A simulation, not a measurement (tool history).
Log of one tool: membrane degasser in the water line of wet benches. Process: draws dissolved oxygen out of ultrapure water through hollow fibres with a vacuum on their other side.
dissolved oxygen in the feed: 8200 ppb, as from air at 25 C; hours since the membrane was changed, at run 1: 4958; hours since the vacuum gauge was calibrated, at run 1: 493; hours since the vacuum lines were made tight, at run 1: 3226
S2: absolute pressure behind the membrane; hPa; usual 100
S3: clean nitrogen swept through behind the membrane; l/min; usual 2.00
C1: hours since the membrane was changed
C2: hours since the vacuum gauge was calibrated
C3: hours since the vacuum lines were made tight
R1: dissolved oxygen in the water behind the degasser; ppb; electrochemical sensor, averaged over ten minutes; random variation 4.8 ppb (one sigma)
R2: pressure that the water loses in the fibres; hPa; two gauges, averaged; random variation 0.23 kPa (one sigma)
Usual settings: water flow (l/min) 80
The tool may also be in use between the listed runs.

{"run": 1, "hour": 0.0, "water flow (l/min)": 80, "S2": 100, "S3": 2.0, "C1": 4958, "C2": 493, "C3": 3226, "R1": 558.6, "R2": 594.2}
{"run": 2, "hour": 114.3, "water flow (l/min)": 80, "S2": 100, "S3": 2.0, "C1": 5073, "C2": 607, "C3": 3340, "R1": 557.8, "R2": 599.0}
{"run": 3, "hour": 192.3, "water flow (l/min)": 80, "S2": 165, "S3": 2.0, "C1": 5151, "C2": 685, "C3": 3418, "R1": 1008.0, "R2": 596.6}
{"run": 4, "hour": 321.8, "water flow (l/min)": 80, "S2": 100, "S3": 2.0, "C1": 5280, "C2": 815, "C3": 3547, "R1": 556.6, "R2": 592.4}
{"run": 5, "hour": 394.6, "water flow (l/min)": 80, "S2": 100, "S3": 2.0, "C1": 5353, "C2": 888, "C3": 3620, "R1": 559.0, "R2": 599.6}
{"run": 6, "hour": 492.9, "water flow (l/min)": 80, "S2": 100, "S3": 2.0, "C1": 5451, "C2": 986, "C3": 3718, "R1": 561.6, "R2": 601.5}
{"run": 7, "hour": 574.3, "water flow (l/min)": 80, "S2": 100, "S3": 2.0, "C1": 5533, "C2": 1067, "C3": 3800, "R1": 554.3, "R2": 597.2}
{"run": 8, "hour": 677.5, "water flow (l/min)": 80, "S2": 100, "S3": 2.0, "C1": 5636, "C2": 1170, "C3": 3903, "R1": 556.9, "R2": 601.4}
{"run": 9, "hour": 749.5, "water flow (l/min)": 80, "S2": 100, "S3": 2.0, "C1": 5708, "C2": 1242, "C3": 3975, "R1": 564.9, "R2": 598.9}
{"run": 10, "hour": 839.6, "water flow (l/min)": 80, "S2": 100, "S3": 2.0, "C1": 5798, "C2": 1333, "C3": 4065, "R1": 564.7, "R2": 600.8}
{"run": 11, "hour": 910.2, "water flow (l/min)": 80, "S2": 100, "S3": 2.0, "C1": 5869, "C2": 1403, "C3": 4136, "R1": 561.0, "R2": 598.6}
{"run": 12, "hour": 980.5, "water flow (l/min)": 80, "S2": 100, "S3": 2.0, "C1": 5939, "C2": 1473, "C3": 4206, "R1": 557.2, "R2": 598.0}
{"run": 13, "hour": 1073.5, "water flow (l/min)": 80, "S2": 100, "S3": 2.87, "C1": 6032, "C2": 1567, "C3": 4299, "R1": 428.8, "R2": 601.0}
{"run": 14, "hour": 1144.1, "water flow (l/min)": 80, "S2": 100, "S3": 2.87, "C1": 6103, "C2": 1637, "C3": 4370, "R1": 433.4, "R2": 598.2}
{"run": 15, "hour": 1234.8, "water flow (l/min)": 80, "S2": 100, "S3": 2.87, "C1": 6193, "C2": 1728, "C3": 4460, "R1": 438.0, "R2": 595.1}
{"run": 16, "hour": 1316.9, "water flow (l/min)": 80, "S2": 100, "S3": 2.87, "C1": 6275, "C2": 1810, "C3": 4543, "R1": 431.4, "R2": 596.8}
{"run": 17, "hour": 1383.1, "water flow (l/min)": 87, "S2": 229, "S3": 1.65, "C1": 6342, "C2": 1876, "C3": 4609, "R1": 1689.3, "R2": 654.1}
{"run": 18, "hour": 1489.1, "water flow (l/min)": 87, "S2": 229, "S3": 1.65, "C1": 6448, "C2": 1982, "C3": 4715, "R1": 1698.0, "R2": 648.4}
{"run": 19, "hour": 1589.3, "water flow (l/min)": 87, "S2": 229, "S3": 1.65, "C1": 6548, "C2": 2082, "C3": 4815, "R1": 1699.8, "R2": 648.7}
{"run": 20, "hour": 1683.5, "water flow (l/min)": 76, "S2": 208, "S3": 2.91, "C1": 6642, "C2": 2177, "C3": 4909, "R1": 931.7, "R2": 568.6}
{"run": 21, "hour": 1796.3, "water flow (l/min)": 76, "S2": 208, "S3": 2.91, "C1": 6755, "C2": 2289, "C3": 5022, "R1": 933.6, "R2": 568.7}
{"hour": 1803.0, "done": "vacuum gauge calibrated"}
{"run": 22, "hour": 1897.3, "water flow (l/min)": 52, "S2": 117, "S3": 0.8, "C1": 6855, "C2": 94, "C3": 5122, "R1": 920.7, "R2": 388.7}
{"run": 23, "hour": 2009.6, "water flow (l/min)": 84, "S2": 86, "S3": 1.86, "C1": 6968, "C2": 207, "C3": 5235, "R1": 510.1, "R2": 632.2}
{"run": 24, "hour": 2104.5, "water flow (l/min)": 84, "S2": 86, "S3": 1.86, "C1": 7062, "C2": 301, "C3": 5330, "R1": 514.0, "R2": 632.4}
{"hour": 2177.4, "done": "vacuum gauge calibrated, once more"}
{"run": 25, "hour": 2231.5, "water flow (l/min)": 84, "S2": 86, "S3": 1.86, "C1": 7189, "C2": 54, "C3": 5456, "R1": 505.6, "R2": 628.0}
{"run": 26, "hour": 2295.3, "water flow (l/min)": 90, "S2": 86, "S3": 1.93, "C1": 7253, "C2": 118, "C3": 5520, "R1": 534.6, "R2": 682.1}
{"run": 27, "hour": 2384.0, "water flow (l/min)": 90, "S2": 86, "S3": 1.93, "C1": 7341, "C2": 207, "C3": 5609, "R1": 522.4, "R2": 679.5}
{"run": 28, "hour": 2473.8, "water flow (l/min)": 77, "S2": 100, "S3": 2.0, "C1": 7431, "C2": 296, "C3": 5698, "R1": 533.1, "R2": 576.8}
{"run": 29, "hour": 2533.4, "water flow (l/min)": 77, "S2": 100, "S3": 2.0, "C1": 7491, "C2": 356, "C3": 5758, "R1": 529.4, "R2": 579.4}
{"run": 30, "hour": 2624.3, "water flow (l/min)": 77, "S2": 101, "S3": 0.88, "C1": 7582, "C2": 447, "C3": 5849, "R1": 932.1, "R2": 580.0}
{"run": 31, "hour": 2724.3, "water flow (l/min)": 116, "S2": 69, "S3": 4.6, "C1": 7682, "C2": 547, "C3": 5949, "R1": 366.7, "R2": 872.3}
{"run": 32, "hour": 2806.9, "water flow (l/min)": 57, "S2": 239, "S3": 2.0, "C1": 7764, "C2": 629, "C3": 6032, "R1": 1116.3, "R2": 432.4}

Measured less the same run without the tool's hidden state. The same run-to-run variation is in both; the gauge's scatter may not be:
The hidden state here: membrane still open, %; true pressure behind the membrane over the reading, kPa; air that leaks in behind the membrane, l/min; drift of the gauge itself on oxygen_ppb, %; drift of the gauge itself on loss_of_pressure_kpa, %.
run=1 R1=+5.6 R2=+11.5
run=2 R1=+6.0 R2=+11.9
run=3 R1=+6.1 R2=+12.0
run=4 R1=+6.8 R2=+12.2
run=5 R1=+7.2 R2=+12.5
run=6 R1=+7.6 R2=+12.7
run=7 R1=+7.8 R2=+12.9
run=8 R1=+8.2 R2=+13.2
run=9 R1=+8.7 R2=+13.3
run=10 R1=+9.0 R2=+13.6
run=11 R1=+9.2 R2=+13.8
run=12 R1=+9.4 R2=+13.9
run=13 R1=+9.1 R2=+14.2
run=14 R1=+9.3 R2=+14.3
run=15 R1=+9.8 R2=+14.5
run=16 R1=+9.9 R2=+14.7
run=17 R1=+10.6 R2=+16.2
run=18 R1=+11.1 R2=+16.4
run=19 R1=+11.5 R2=+16.6
run=20 R1=+10.3 R2=+14.8
run=21 R1=+10.6 R2=+15.1
run=22 R1=+13.4 R2=+10.5
run=23 R1=+18.7 R2=+17.4
run=24 R1=+19.2 R2=+17.6
run=25 R1=+5.3 R2=+17.9
run=26 R1=+7.1 R2=+19.5
run=27 R1=+7.4 R2=+19.7
run=28 R1=+4.8 R2=+17.0
run=29 R1=+5.0 R2=+17.2
run=30 R1=+1.3 R2=+17.3
run=31 R1=+19.4 R2=+26.5
run=32 R1=+5.2 R2=+13.2

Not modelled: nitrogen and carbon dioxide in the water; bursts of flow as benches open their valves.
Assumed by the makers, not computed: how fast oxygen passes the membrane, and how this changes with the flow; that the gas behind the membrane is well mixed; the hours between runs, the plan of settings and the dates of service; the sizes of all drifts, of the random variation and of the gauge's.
